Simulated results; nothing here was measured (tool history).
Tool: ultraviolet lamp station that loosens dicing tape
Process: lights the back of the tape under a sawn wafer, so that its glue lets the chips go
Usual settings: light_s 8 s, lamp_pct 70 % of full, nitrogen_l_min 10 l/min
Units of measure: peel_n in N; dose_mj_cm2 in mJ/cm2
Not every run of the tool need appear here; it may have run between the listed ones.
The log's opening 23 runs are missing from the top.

{"day": 68.433, "done": "window cleaned of glue's vapour"}
{"run": 24, "day": 69.762, "light_s": 15, "lamp_pct": 68, "nitrogen_l_min": 4, "peel_n": 0.366, "dose_mj_cm2": 287}
{"run": 25, "day": 72.617, "light_s": 15, "lamp_pct": 68, "nitrogen_l_min": 7, "peel_n": 0.338, "dose_mj_cm2": 275}
{"run": 26, "day": 76.783, "light_s": 15, "lamp_pct": 68, "nitrogen_l_min": 7, "peel_n": 0.349, "dose_mj_cm2": 261}
{"day": 79.033, "done": "lamp changed"}
{"run": 27, "day": 79.529, "light_s": 15, "lamp_pct": 68, "nitrogen_l_min": 7, "peel_n": 0.253, "dose_mj_cm2": 353}
{"run": 28, "day": 81.925, "light_s": 10, "lamp_pct": 68, "nitrogen_l_min": 7, "peel_n": 0.425, "dose_mj_cm2": 229}
{"run": 29, "day": 85.317, "light_s": 8, "lamp_pct": 87, "nitrogen_l_min": 19, "peel_n": 0.316, "dose_mj_cm2": 221}
{"run": 30, "day": 87.225, "light_s": 8, "lamp_pct": 96, "nitrogen_l_min": 5, "peel_n": 0.475, "dose_mj_cm2": 238}
{"run": 31, "day": 89.679, "light_s": 8, "lamp_pct": 96, "nitrogen_l_min": 5, "peel_n": 0.478, "dose_mj_cm2": 232}
{"day": 90.558, "done": "window cleaned of glue's vapour"}
{"run": 32, "day": 92.696, "light_s": 8, "lamp_pct": 96, "nitrogen_l_min": 5, "peel_n": 0.401, "dose_mj_cm2": 266}
{"run": 33, "day": 96.275, "light_s": 7, "lamp_pct": 88, "nitrogen_l_min": 10, "peel_n": 0.426, "dose_mj_cm2": 199}
{"run": 34, "day": 98.317, "light_s": 7, "lamp_pct": 88, "nitrogen_l_min": 10, "peel_n": 0.467, "dose_mj_cm2": 197}
{"run": 35, "day": 100.975, "light_s": 8, "lamp_pct": 75, "nitrogen_l_min": 13, "peel_n": 0.46, "dose_mj_cm2": 183}
{"run": 36, "day": 104.512, "light_s": 8, "lamp_pct": 75, "nitrogen_l_min": 13, "peel_n": 0.478, "dose_mj_cm2": 173}
{"run": 37, "day": 106.254, "light_s": 8, "lamp_pct": 76, "nitrogen_l_min": 18, "peel_n": 0.445, "dose_mj_cm2": 172}
{"run": 38, "day": 110.004, "light_s": 9, "lamp_pct": 82, "nitrogen_l_min": 19, "peel_n": 0.38, "dose_mj_cm2": 194}
{"day": 112.575, "done": "window cleaned of glue's vapour"}
{"run": 39, "day": 114.242, "light_s": 13, "lamp_pct": 66, "nitrogen_l_min": 10, "peel_n": 0.328, "dose_mj_cm2": 251}
{"run": 40, "day": 116.438, "light_s": 11, "lamp_pct": 70, "nitrogen_l_min": 11, "peel_n": 0.376, "dose_mj_cm2": 216}
{"run": 41, "day": 118.967, "light_s": 8, "lamp_pct": 67, "nitrogen_l_min": 10, "peel_n": 0.729, "dose_mj_cm2": 149}
{"run": 42, "day": 121.288, "light_s": 6, "lamp_pct": 62, "nitrogen_l_min": 10, "peel_n": 1.324, "dose_mj_cm2": 96}

Below are 4 alternative next runs, each starting from the tool's condition after run 42. Predict each:
{"run": "A", "day": 124.221, "light_s": 5, "lamp_pct": 66, "nitrogen_l_min": 18, "peel_n": "?", "dose_mj_cm2": "?"}
{"run": "B", "day": 124.221, "light_s": 8, "lamp_pct": 94, "nitrogen_l_min": 10, "peel_n": "?", "dose_mj_cm2": "?"}
{"run": "C", "day": 124.221, "light_s": 6, "lamp_pct": 86, "nitrogen_l_min": 8, "peel_n": "?", "dose_mj_cm2": "?"}
{"run": "D", "day": 124.221, "light_s": 9, "lamp_pct": 83, "nitrogen_l_min": 10, "peel_n": "?", "dose_mj_cm2": "?"}

run=A peel_n=1.349 dose_mj_cm2=85
run=B peel_n=0.467 dose_mj_cm2=185
run=C peel_n=0.949 dose_mj_cm2=127
run=D peel_n=0.478 dose_mj_cm2=188
What these runs would have given with no unlogged condition in the tool:
run=A peel_n=0.736 dose_mj_cm2=128
run=B peel_n=0.287 dose_mj_cm2=283
run=C peel_n=0.494 dose_mj_cm2=195
run=D peel_n=0.291 dose_mj_cm2=286
